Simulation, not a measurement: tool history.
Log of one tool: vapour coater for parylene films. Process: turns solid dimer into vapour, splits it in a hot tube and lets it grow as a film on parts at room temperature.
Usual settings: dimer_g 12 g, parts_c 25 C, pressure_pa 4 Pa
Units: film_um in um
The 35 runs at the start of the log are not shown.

run,hour,dimer_g,parts_c,pressure_pa,hours of work since the trap's valve was overhauled,hours of work since the table's thermometer was calibrated,film_um
36,636,12,27,5.74,277,88,8.2
37,659.7,11,24,4,294,104,8.9
38,675.7,9,32,6.51,305,116,5.07
39,693.5,19,18,11.27,318,128,16.14
40,708.8,15,18,6.81,329,139,13.63
41,723.1,16,19,6.81,339,149,14.08
42,747.6,16,19,6.81,356,167,13.93
43,765.8,16,19,6.81,369,179,13.85

Predict each of these 4 candidate next runs independently; none follows another, all start after run 43:
A,782,17,19,6.81,380,191,?
B,782,12,22,9.36,380,191,?
C,782,7,19,9.22,380,191,?
D,782,14,26,6.42,380,191,?

run,film_um
A,14.75
B,8.82
C,5.74
D,9.61
With no hidden state in the tool, these same runs would have given:
run,film_um
A,17.22
B,10.3
C,6.7
D,11.22
